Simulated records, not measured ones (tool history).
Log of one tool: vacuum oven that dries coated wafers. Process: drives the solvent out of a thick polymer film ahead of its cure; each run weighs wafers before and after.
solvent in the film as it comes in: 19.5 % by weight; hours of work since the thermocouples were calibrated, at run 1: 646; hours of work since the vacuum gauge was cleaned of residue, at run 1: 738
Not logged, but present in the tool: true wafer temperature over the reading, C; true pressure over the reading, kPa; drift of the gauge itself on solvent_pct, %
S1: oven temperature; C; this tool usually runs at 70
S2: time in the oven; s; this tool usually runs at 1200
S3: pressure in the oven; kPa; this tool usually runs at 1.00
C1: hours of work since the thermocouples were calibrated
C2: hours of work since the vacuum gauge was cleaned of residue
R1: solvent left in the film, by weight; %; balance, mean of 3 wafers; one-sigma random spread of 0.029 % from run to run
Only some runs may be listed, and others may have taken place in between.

run   hour  S1    S2    S3   C1   C2    R1
  1    0.0  70  1200  1.00  646  738  1.85
  2   31.0  70  1200  1.00  664  756  1.81
  3   70.9  70  1200  1.00  687  780  1.84
  4   94.7  70  1860  1.00  702  794  0.90
  5  133.1  70  1860  1.00  724  816  0.88
  6  164.4  70  1860  1.00  743  835  0.90
  7  181.1  71  1200  1.00  753  845  1.60
  8  199.0  69  1740  1.65  763  855  1.41
  9  231.1  84  2160  1.06  782  874  0.33
 10  261.2  60   780  1.06  800  892  7.89

Forecast each of these 4 alternatives for the next run:
  A  294.3  70  1920  1.19  820  912   ?
  B  294.3  70  1200  0.54  820  912   ?
  C  294.3  60   900  3.12  820  912   ?
  D  294.3  70   720  1.00  820  912   ?

run    R1
  A  0.91
  B  1.67
  C  8.09
  D  3.96
Without the tool's unlogged condition, the same runs would have read:
run    R1
  A  0.88
  B  1.74
  C  8.30
  D  4.15
